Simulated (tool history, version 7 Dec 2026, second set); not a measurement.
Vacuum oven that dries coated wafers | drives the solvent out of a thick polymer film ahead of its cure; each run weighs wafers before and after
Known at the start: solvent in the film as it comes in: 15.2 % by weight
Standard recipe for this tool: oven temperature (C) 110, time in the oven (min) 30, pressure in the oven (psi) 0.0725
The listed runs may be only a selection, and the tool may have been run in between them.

run,day,oven temperature (C),time in the oven (min),pressure in the oven (psi),solvent left in the film (%)
1,0.000,110,30,0.0725,1.33
2,1.688,110,30,0.0725,1.29
3,4.167,110,30,0.0725,1.35
4,5.533,110,30,0.0725,1.22
5,7.138,110,30,0.0725,1.28
6,9.446,110,30,0.0725,1.31
7,11.546,105,19,0.0725,4.09
8,13.246,104,50,0.2290,1.57
9,14.817,104,50,0.2290,1.55
10,16.946,109,40,0.1872,1.13
11,19.075,109,24,0.2440,2.69

Estimate the outcome of run 12 from the log above:
12,20.558,118,19,0.1427,?

Logged for run 12: solvent left in the film (%) 1.33.
With no hidden state in the tool, this same run would have given solvent left in the film (%) 1.33.
